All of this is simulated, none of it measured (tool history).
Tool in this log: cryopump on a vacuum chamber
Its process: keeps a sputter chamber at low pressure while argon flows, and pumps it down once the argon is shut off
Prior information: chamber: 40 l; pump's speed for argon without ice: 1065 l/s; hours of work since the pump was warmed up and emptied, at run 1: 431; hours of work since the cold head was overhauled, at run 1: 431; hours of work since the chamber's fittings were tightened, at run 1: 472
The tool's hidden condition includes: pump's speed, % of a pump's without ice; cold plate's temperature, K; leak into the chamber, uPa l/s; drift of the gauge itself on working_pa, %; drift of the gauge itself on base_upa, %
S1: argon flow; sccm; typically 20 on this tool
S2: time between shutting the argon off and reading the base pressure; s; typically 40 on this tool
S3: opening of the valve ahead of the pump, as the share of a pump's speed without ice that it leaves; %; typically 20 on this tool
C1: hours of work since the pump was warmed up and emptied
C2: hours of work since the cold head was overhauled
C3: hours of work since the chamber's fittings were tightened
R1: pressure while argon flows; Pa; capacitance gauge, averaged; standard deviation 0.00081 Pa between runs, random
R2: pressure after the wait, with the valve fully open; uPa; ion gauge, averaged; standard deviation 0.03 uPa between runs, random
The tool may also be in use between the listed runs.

run 1 hour=0.0 | S1=20 S2=40 S3=20 | C1=431 C2=431 C3=472 | R1=0.1638 R2=2.00
run 2 hour=31.7 | S1=20 S2=40 S3=20 | C1=445 C2=445 C3=486 | R1=0.1651 R2=1.94
run 3 hour=48.0 | S1=20 S2=40 S3=20 | C1=452 C2=452 C3=493 | R1=0.1656 R2=1.99
run 4 hour=83.6 | S1=20 S2=165 S3=20 | C1=467 C2=467 C3=508 | R1=0.1662 R2=1.11
run 5 hour=118.2 | S1=20 S2=165 S3=20 | C1=482 C2=482 C3=523 | R1=0.1661 R2=1.13
run 6 hour=147.0 | S1=20 S2=40 S3=20 | C1=494 C2=494 C3=535 | R1=0.1643 R2=2.06
run 7 hour=183.9 | S1=20 S2=40 S3=20 | C1=510 C2=510 C3=551 | R1=0.1660 R2=2.04
-- hour=195.9 pump warmed up, emptied and cooled again
run 8 hour=216.0 | S1=20 S2=40 S3=20 | C1=9 C2=522 C3=563 | R1=0.1600 R2=1.92
run 9 hour=243.1 | S1=23 S2=40 S3=20 | C1=20 C2=533 C3=574 | R1=0.1838 R2=1.90
run 10 hour=271.0 | S1=23 S2=40 S3=20 | C1=32 C2=545 C3=586 | R1=0.1838 R2=1.90
run 11 hour=297.2 | S1=23 S2=40 S3=20 | C1=43 C2=557 C3=598 | R1=0.1826 R2=1.94
run 12 hour=316.3 | S1=23 S2=40 S3=20 | C1=52 C2=565 C3=606 | R1=0.1857 R2=1.90
run 13 hour=342.9 | S1=20 S2=40 S3=20 | C1=63 C2=576 C3=617 | R1=0.1599 R2=1.99
run 14 hour=377.9 | S1=20 S2=40 S3=20 | C1=78 C2=591 C3=632 | R1=0.1602 R2=1.97
run 15 hour=411.5 | S1=20 S2=111 S3=20 | C1=92 C2=606 C3=647 | R1=0.1613 R2=1.26
run 16 hour=443.0 | S1=20 S2=111 S3=20 | C1=106 C2=619 C3=660 | R1=0.1579 R2=1.31
run 17 hour=473.1 | S1=20 S2=111 S3=18 | C1=119 C2=632 C3=673 | R1=0.1775 R2=1.32
run 18 hour=493.3 | S1=20 S2=111 S3=18 | C1=128 C2=641 C3=682 | R1=0.1796 R2=1.33
run 19 hour=521.5 | S1=16 S2=139 S3=15 | C1=140 C2=653 C3=694 | R1=0.1702 R2=1.24
run 20 hour=551.7 | S1=16 S2=139 S3=15 | C1=153 C2=666 C3=707 | R1=0.1725 R2=1.23
run 21 hour=567.8 | S1=20 S2=61 S3=15 | C1=159 C2=673 C3=714 | R1=0.2132 R2=1.66
run 22 hour=591.4 | S1=20 S2=61 S3=15 | C1=170 C2=683 C3=724 | R1=0.2137 R2=1.64
run 23 hour=621.6 | S1=20 S2=61 S3=15 | C1=183 C2=696 C3=737 | R1=0.2138 R2=1.68
run 24 hour=648.3 | S1=15 S2=61 S3=58 | C1=194 C2=707 C3=748 | R1=0.0424 R2=1.74
run 25 hour=683.5 | S1=15 S2=61 S3=58 | C1=209 C2=722 C3=763 | R1=0.0427 R2=1.70
run 26 hour=714.5 | S1=35 S2=37 S3=58 | C1=222 C2=735 C3=776 | R1=0.1006 R2=2.28
run 27 hour=746.5 | S1=20 S2=40 S3=45 | C1=236 C2=749 C3=790 | R1=0.0735 R2=2.14
run 28 hour=772.3 | S1=32 S2=47 S3=20 | C1=247 C2=760 C3=801 | R1=0.2589 R2=1.95
run 29 hour=795.0 | S1=12 S2=29 S3=56 | C1=257 C2=770 C3=811 | R1=0.0365 R2=2.72
run 30 hour=811.9 | S1=12 S2=29 S3=56 | C1=264 C2=777 C3=818 | R1=0.0357 R2=2.68
run 31 hour=845.3 | S1=17 S2=21 S3=56 | C1=278 C2=792 C3=833 | R1=0.0513 R2=3.20
run 32 hour=873.4 | S1=13 S2=59 S3=45 | C1=291 C2=804 C3=845 | R1=0.0487 R2=1.81
run 33 hour=891.1 | S1=13 S2=59 S3=45 | C1=298 C2=811 C3=852 | R1=0.0486 R2=1.83
run 34 hour=916.4 | S1=14 S2=32 S3=37 | C1=309 C2=822 C3=863 | R1=0.0622 R2=2.51
run 35 hour=938.9 | S1=14 S2=32 S3=37 | C1=319 C2=832 C3=873 | R1=0.0633 R2=2.56

Take each entry between the runs: how does the hidden state at the last listed run before it differ from the hidden state at the first listed run after it?
From run 7 to run 8: pump warmed up, emptied and cooled again (hour 195.9)
  pump's speed, % of a pump's without ice: 82.2 -> 99.5; leak into the chamber, uPa l/s: 760 -> 768
  measured minus no-state result, R1: +0.0071 -> +0.0004 Pa; R2: +0.58 -> +0.44 uPa

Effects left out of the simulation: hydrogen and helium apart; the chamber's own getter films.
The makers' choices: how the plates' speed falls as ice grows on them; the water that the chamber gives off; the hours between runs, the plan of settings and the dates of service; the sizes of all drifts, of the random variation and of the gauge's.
